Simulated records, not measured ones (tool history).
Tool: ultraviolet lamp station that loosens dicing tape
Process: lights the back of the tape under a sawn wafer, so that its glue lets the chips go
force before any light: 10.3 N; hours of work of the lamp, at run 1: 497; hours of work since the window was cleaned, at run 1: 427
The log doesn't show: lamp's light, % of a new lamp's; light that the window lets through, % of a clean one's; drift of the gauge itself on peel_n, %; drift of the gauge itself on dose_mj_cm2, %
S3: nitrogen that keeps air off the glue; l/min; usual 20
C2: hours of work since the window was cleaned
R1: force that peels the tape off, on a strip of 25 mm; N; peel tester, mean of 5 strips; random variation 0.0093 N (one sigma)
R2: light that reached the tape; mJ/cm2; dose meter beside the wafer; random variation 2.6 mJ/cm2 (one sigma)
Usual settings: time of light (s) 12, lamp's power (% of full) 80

run 1 hour=0.0 | time_of_light_(s)=12 lamp's_power_(%_of_full)=80 S3=20 | hours_of_work_of_the_lamp=497 C2=427 | R1=0.643 R2=263
run 2 hour=44.7 | time_of_light_(s)=12 lamp's_power_(%_of_full)=80 S3=20 | hours_of_work_of_the_lamp=516 C2=445 | R1=0.634 R2=262
run 3 hour=87.5 | time_of_light_(s)=12 lamp's_power_(%_of_full)=80 S3=20 | hours_of_work_of_the_lamp=534 C2=463 | R1=0.674 R2=262
run 4 hour=137.2 | time_of_light_(s)=7 lamp's_power_(%_of_full)=80 S3=20 | hours_of_work_of_the_lamp=554 C2=484 | R1=2.087 R2=151
run 5 hour=161.5 | time_of_light_(s)=7 lamp's_power_(%_of_full)=80 S3=20 | hours_of_work_of_the_lamp=564 C2=494 | R1=2.003 R2=149
run 6 hour=202.6 | time_of_light_(s)=12 lamp's_power_(%_of_full)=80 S3=20 | hours_of_work_of_the_lamp=581 C2=511 | R1=0.716 R2=258
run 7 hour=227.6 | time_of_light_(s)=12 lamp's_power_(%_of_full)=80 S3=20 | hours_of_work_of_the_lamp=592 C2=521 | R1=0.708 R2=256
run 8 hour=268.0 | time_of_light_(s)=12 lamp's_power_(%_of_full)=80 S3=20 | hours_of_work_of_the_lamp=609 C2=538 | R1=0.733 R2=259
run 9 hour=306.7 | time_of_light_(s)=12 lamp's_power_(%_of_full)=80 S3=20 | hours_of_work_of_the_lamp=625 C2=554 | R1=0.751 R2=255
run 10 hour=338.5 | time_of_light_(s)=10 lamp's_power_(%_of_full)=80 S3=20 | hours_of_work_of_the_lamp=638 C2=567 | R1=1.149 R2=211
-- hour=360.3 window cleaned of glue's vapour
run 11 hour=381.5 | time_of_light_(s)=12 lamp's_power_(%_of_full)=95 S3=20 | hours_of_work_of_the_lamp=655 C2=9 | R1=0.423 R2=327
run 12 hour=426.8 | time_of_light_(s)=12 lamp's_power_(%_of_full)=95 S3=20 | hours_of_work_of_the_lamp=674 C2=28 | R1=0.403 R2=318
run 13 hour=461.4 | time_of_light_(s)=10 lamp's_power_(%_of_full)=80 S3=20 | hours_of_work_of_the_lamp=689 C2=42 | R1=1.008 R2=220
run 14 hour=489.1 | time_of_light_(s)=10 lamp's_power_(%_of_full)=80 S3=20 | hours_of_work_of_the_lamp=700 C2=54 | R1=1.052 R2=219
run 15 hour=529.6 | time_of_light_(s)=12 lamp's_power_(%_of_full)=80 S3=20 | hours_of_work_of_the_lamp=717 C2=70 | R1=0.686 R2=260
run 16 hour=564.5 | time_of_light_(s)=12 lamp's_power_(%_of_full)=80 S3=20 | hours_of_work_of_the_lamp=731 C2=85 | R1=0.688 R2=262
run 17 hour=611.1 | time_of_light_(s)=12 lamp's_power_(%_of_full)=80 S3=20 | hours_of_work_of_the_lamp=751 C2=104 | R1=0.688 R2=260
run 18 hour=643.2 | time_of_light_(s)=12 lamp's_power_(%_of_full)=80 S3=8 | hours_of_work_of_the_lamp=764 C2=118 | R1=1.123 R2=260
run 19 hour=666.0 | time_of_light_(s)=12 lamp's_power_(%_of_full)=80 S3=8 | hours_of_work_of_the_lamp=774 C2=127 | R1=1.120 R2=249
run 20 hour=690.8 | time_of_light_(s)=12 lamp's_power_(%_of_full)=80 S3=8 | hours_of_work_of_the_lamp=784 C2=137 | R1=1.102 R2=255
run 21 hour=724.0 | time_of_light_(s)=20 lamp's_power_(%_of_full)=80 S3=14 | hours_of_work_of_the_lamp=798 C2=151 | R1=0.214 R2=421
run 22 hour=751.2 | time_of_light_(s)=20 lamp's_power_(%_of_full)=80 S3=14 | hours_of_work_of_the_lamp=809 C2=162 | R1=0.219 R2=421
run 23 hour=791.9 | time_of_light_(s)=20 lamp's_power_(%_of_full)=80 S3=14 | hours_of_work_of_the_lamp=826 C2=179 | R1=0.220 R2=419
run 24 hour=835.1 | time_of_light_(s)=22 lamp's_power_(%_of_full)=92 S3=28 | hours_of_work_of_the_lamp=844 C2=197 | R1=0.095 R2=521
run 25 hour=884.7 | time_of_light_(s)=12 lamp's_power_(%_of_full)=75 S3=37 | hours_of_work_of_the_lamp=865 C2=218 | R1=0.735 R2=231
run 26 hour=916.0 | time_of_light_(s)=12 lamp's_power_(%_of_full)=75 S3=37 | hours_of_work_of_the_lamp=878 C2=231 | R1=0.778 R2=233
run 27 hour=944.1 | time_of_light_(s)=13 lamp's_power_(%_of_full)=75 S3=21 | hours_of_work_of_the_lamp=889 C2=243 | R1=0.751 R2=247
run 28 hour=991.7 | time_of_light_(s)=24 lamp's_power_(%_of_full)=92 S3=15 | hours_of_work_of_the_lamp=909 C2=262 | R1=0.109 R2=555
run 29 hour=1040.6 | time_of_light_(s)=24 lamp's_power_(%_of_full)=92 S3=15 | hours_of_work_of_the_lamp=929 C2=283 | R1=0.103 R2=554
run 30 hour=1080.5 | time_of_light_(s)=20 lamp's_power_(%_of_full)=80 S3=23 | hours_of_work_of_the_lamp=946 C2=299 | R1=0.196 R2=395
run 31 hour=1121.4 | time_of_light_(s)=22 lamp's_power_(%_of_full)=68 S3=34 | hours_of_work_of_the_lamp=963 C2=316 | R1=0.198 R2=363
run 32 hour=1164.9 | time_of_light_(s)=22 lamp's_power_(%_of_full)=86 S3=16 | hours_of_work_of_the_lamp=981 C2=334 | R1=0.162 R2=469
run 33 hour=1201.4 | time_of_light_(s)=22 lamp's_power_(%_of_full)=86 S3=16 | hours_of_work_of_the_lamp=996 C2=349 | R1=0.151 R2=464
run 34 hour=1224.0 | time_of_light_(s)=22 lamp's_power_(%_of_full)=62 S3=6 | hours_of_work_of_the_lamp=1006 C2=359 | R1=0.706 R2=327
run 35 hour=1274.3 | time_of_light_(s)=20 lamp's_power_(%_of_full)=67 S3=7 | hours_of_work_of_the_lamp=1026 C2=380 | R1=0.712 R2=322
run 36 hour=1300.3 | time_of_light_(s)=10 lamp's_power_(%_of_full)=86 S3=7 | hours_of_work_of_the_lamp=1037 C2=391 | R1=1.739 R2=205
run 37 hour=1339.4 | time_of_light_(s)=10 lamp's_power_(%_of_full)=86 S3=7 | hours_of_work_of_the_lamp=1053 C2=407 | R1=1.830 R2=204

How the hidden state differs across the entries between the runs, from the last listed run before each to the first after it:
Between runs 10 and 11: window cleaned of glue's vapour (hour 360.3)
  lamp's light, % of a new lamp's: 84.8 -> 84.5; light that the window lets through, % of a clean one's: 92.6 -> 99.3
  measured less the result without the state, R1: +0.499 -> +0.170 N; R2: -58 -> -62 mJ/cm2
